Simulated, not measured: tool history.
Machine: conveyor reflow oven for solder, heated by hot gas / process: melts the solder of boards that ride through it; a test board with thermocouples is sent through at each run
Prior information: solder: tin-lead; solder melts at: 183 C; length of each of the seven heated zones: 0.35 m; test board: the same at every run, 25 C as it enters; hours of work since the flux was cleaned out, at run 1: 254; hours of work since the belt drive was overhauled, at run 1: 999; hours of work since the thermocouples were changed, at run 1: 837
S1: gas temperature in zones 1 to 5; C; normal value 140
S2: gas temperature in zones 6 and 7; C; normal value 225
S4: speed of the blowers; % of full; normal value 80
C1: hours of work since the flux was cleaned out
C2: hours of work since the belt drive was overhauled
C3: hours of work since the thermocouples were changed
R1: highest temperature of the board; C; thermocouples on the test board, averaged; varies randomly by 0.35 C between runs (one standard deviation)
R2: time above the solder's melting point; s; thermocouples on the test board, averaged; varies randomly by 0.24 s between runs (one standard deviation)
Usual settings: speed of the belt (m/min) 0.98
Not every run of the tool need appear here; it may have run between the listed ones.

Run 1, hour 0: usual settings; C1 254; C2 999; C3 837. Result: R1 210.3 C, R2 29.4 s.
Run 2, hour 89.6: usual settings; C1 302; C2 1047; C3 886. Result: R1 210.2 C, R2 29.3 s.
Run 3, hour 189.5: usual settings; C1 356; C2 1101; C3 939. Result: R1 209.9 C, R2 29.7 s.
At hour 212.9: flux residue cleaned out of gas plates and filters.
At hour 239: belt drive overhauled, speed set with a stopwatch.
Run 4, hour 253.8: usual settings but S2 230 C; C1 20; C2 8; C3 969. Result: R1 214.7 C, R2 31.7 s.
Run 5, hour 318.5: usual settings but S2 230 C; C1 55; C2 43; C3 1004. Result: R1 214.3 C, R2 31.5 s.
Run 6, hour 394: usual settings; C1 95; C2 83; C3 1044. Result: R1 210.4 C, R2 29.4 s.
Run 7, hour 479.7: usual settings; C1 141; C2 129; C3 1090. Result: R1 210.2 C, R2 29.2 s.
Run 8, hour 539.6: usual settings but S1 144 C; C1 173; C2 161; C3 1122. Result: R1 211 C, R2 30.5 s.
Run 9, hour 581.2: usual settings; C1 196; C2 184; C3 1145. Result: R1 210.2 C, R2 29.7 s.
Run 10, hour 651.3: usual settings; C1 233; C2 221; C3 1183. Result: R1 210.9 C, R2 29.1 s.
Run 11, hour 739.7: usual settings; C1 281; C2 269; C3 1230. Result: R1 210.4 C, R2 29.2 s.
Run 12, hour 795.7: usual settings but S4 86 % of full; C1 311; C2 299; C3 1260. Result: R1 211.8 C, R2 30.3 s.
At hour 869: thermocouples of zones 6 and 7 changed.
Run 13, hour 876.8: usual settings but speed of the belt (m/min) 0.802; C1 353; C2 341; C3 4. Result: R1 215.2 C, R2 39.5 s.
At hour 907.3: flux residue cleaned out of gas plates and filters.
Run 14, hour 931.3: usual settings but speed of the belt (m/min) 0.802; C1 13; C2 368; C3 31. Result: R1 215.4 C, R2 39.9 s.
Run 15, hour 1024.7: usual settings but speed of the belt (m/min) 0.802; C1 63; C2 418; C3 81. Result: R1 214.9 C, R2 39.7 s.
Run 16, hour 1077: usual settings but speed of the belt (m/min) 0.802; C1 91; C2 446; C3 109. Result: R1 215 C, R2 39.7 s.
Run 17, hour 1130.9: usual settings but S4 69 % of full; C1 120; C2 475; C3 138. Result: R1 207.1 C, R2 26.8 s.
Run 18, hour 1205.7: usual settings but S1 133 C, S2 218 C, speed of the belt (m/min) 0.895, S4 64 % of full; C1 160; C2 515; C3 178. Result: R1 201.3 C, R2 23.8 s.
Run 19, hour 1279: usual settings but S1 155 C, S2 236 C, speed of the belt (m/min) 0.821; C1 200; C2 555; C3 218. Result: R1 226.8 C, R2 47.6 s.
Run 20, hour 1341.9: usual settings but S1 126 C, S2 236 C, speed of the belt (m/min) 0.821; C1 233; C2 589; C3 251. Result: R1 222.7 C, R2 39.7 s.
Run 21, hour 1439.5: usual settings but S1 126 C, S2 229 C, speed of the belt (m/min) 0.871; C1 286; C2 641; C3 304. Result: R1 214.4 C, R2 33.4 s.
Run 22, hour 1521.5: usual settings but S2 224 C, S4 70 % of full; C1 330; C2 685; C3 348. Result: R1 206.9 C, R2 26.9 s.
At hour 1593.2: flux residue cleaned out of gas plates and filters.
Run 23, hour 1622.8: usual settings but S2 235 C, speed of the belt (m/min) 0.849, S4 77 % of full; C1 16; C2 737; C3 400. Result: R1 222.8 C, R2 40.1 s.
Run 24, hour 1665: usual settings but S1 148 C, S2 235 C, speed of the belt (m/min) 0.849, S4 77 % of full; C1 39; C2 759; C3 422. Result: R1 223.7 C, R2 42.5 s.
Run 25, hour 1714.4: usual settings but S1 148 C, S4 54 % of full; C1 65; C2 786; C3 449. Result: R1 203.4 C, R2 25.2 s.
Run 26, hour 1762.7: usual settings but S2 238 C, speed of the belt (m/min) 0.839, S4 68 % of full; C1 91; C2 812; C3 475. Result: R1 222.9 C, R2 40 s.
Run 27, hour 1804.8: usual settings but S1 149 C, S2 239 C, speed of the belt (m/min) 0.823, S4 61 % of full; C1 114; C2 835; C3 497. Result: R1 222.8 C, R2 43.5 s.
Run 28, hour 1882.9: usual settings but speed of the belt (m/min) 0.943, S4 66 % of full; C1 156; C2 877; C3 539. Result: R1 207.8 C, R2 28 s.
Run 29, hour 1926.1: usual settings but S1 132 C, speed of the belt (m/min) 0.943, S4 66 % of full; C1 179; C2 900; C3 562. Result: R1 205.5 C, R2 25.5 s.
Run 30, hour 1977.1: usual settings but S1 146 C, speed of the belt (m/min) 1.121; C1 206; C2 927; C3 590. Result: R1 207.1 C, R2 24.9 s.

Below are 4 alternative next runs, each starting from the tool's condition after run 30. Predict each:
Run A, hour 2065.1: usual settings but S1 146 C, speed of the belt (m/min) 1.121, S4 87 % of full; C1 253; C2 974; C3 637. Result: R1 ?, R2 ?.
Run B, hour 2065.1: usual settings but S1 146 C, S2 240 C, speed of the belt (m/min) 1.04; C1 253; C2 974; C3 637. Result: R1 ?, R2 ?.
Run C, hour 2065.1: usual settings but S1 139 C, S4 72 % of full; C1 253; C2 974; C3 637. Result: R1 ?, R2 ?.
Run D, hour 2065.1: usual settings but S1 146 C, speed of the belt (m/min) 1.079; C1 253; C2 974; C3 637. Result: R1 ?, R2 ?.

run     R1    R2
  A  209.3  26.4
  B  222.3  33.6
  C  207.9  27.7
  D  207.9    27
What these runs would have given with no unlogged condition in the tool:
run     R1    R2
  A  209.4  26.4
  B  222.4  33.6
  C    208  27.7
  D    208    27
